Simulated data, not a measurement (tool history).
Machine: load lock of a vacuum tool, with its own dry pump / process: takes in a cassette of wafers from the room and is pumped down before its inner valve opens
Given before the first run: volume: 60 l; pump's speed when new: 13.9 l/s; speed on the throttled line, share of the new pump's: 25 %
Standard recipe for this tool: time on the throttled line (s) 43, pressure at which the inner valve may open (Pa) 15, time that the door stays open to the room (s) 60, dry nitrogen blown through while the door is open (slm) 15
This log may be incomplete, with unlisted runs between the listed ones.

| run | hour | time on the throttled line (s) | pressure at which the inner valve may open (Pa) | time that the door stays open to the room (s) | dry nitrogen blown through while the door is open (slm) | incoming humidity of the room's air, % | time from the closed door until the inner valve may open (s) | rise of the pressure with all valves shut (Pa/min) |
|---|---|---|---|---|---|---|---|---|
| 1 | 0 | 43 | 15 | 60 | 15 | 42.8 | 73.5 | 0.166 |
| 2 | 88.6 | 43 | 15 | 60 | 15 | 45.3 | 73.4 | 0.166 |
| 3 | 152.9 | 43 | 15 | 60 | 15 | 43.8 | 73.8 | 0.171 |
| 4 | 241.8 | 43 | 24 | 60 | 15 | 44.6 | 70.8 | 0.167 |
| 5 | 333.4 | 43 | 24 | 60 | 15 | 44.1 | 70.8 | 0.167 |
| 6 | 406.3 | 43 | 24 | 60 | 15 | 46.5 | 71.5 | 0.176 |
| 7 | 482.3 | 43 | 15 | 48 | 15 | 47.1 | 73.4 | 0.17 |
| 8 | 557.7 | 43 | 15 | 48 | 15 | 46.5 | 73.9 | 0.18 |
| 9 | 621.9 | 43 | 15 | 48 | 15 | 48.1 | 74 | 0.181 |
| 10 | 686.9 | 43 | 30 | 156 | 12 | 46.4 | 70.6 | 0.207 |
| 11 | 782.3 | 67 | 18 | 80 | 8 | 50.5 | 90.9 | 0.203 |
| 12 | 855.4 | 67 | 26 | 90 | 8 | 45.3 | 89.5 | 0.192 |

Estimate the outcome of run 13 from the log above:
| 13 | 923.8 | 34 | 25 | 37 | 9 | 47.2 | ? | ? |

{"run 13": {"time from the closed door until the inner valve may open (s)": 65.4, "rise of the pressure with all valves shut (Pa/min)": 0.185}}
Were there no unlogged condition in the tool, this run, its random variation unchanged, would have produced time from the closed door until the inner valve may open (s) 62.4, rise of the pressure with all valves shut (Pa/min) 0.024.

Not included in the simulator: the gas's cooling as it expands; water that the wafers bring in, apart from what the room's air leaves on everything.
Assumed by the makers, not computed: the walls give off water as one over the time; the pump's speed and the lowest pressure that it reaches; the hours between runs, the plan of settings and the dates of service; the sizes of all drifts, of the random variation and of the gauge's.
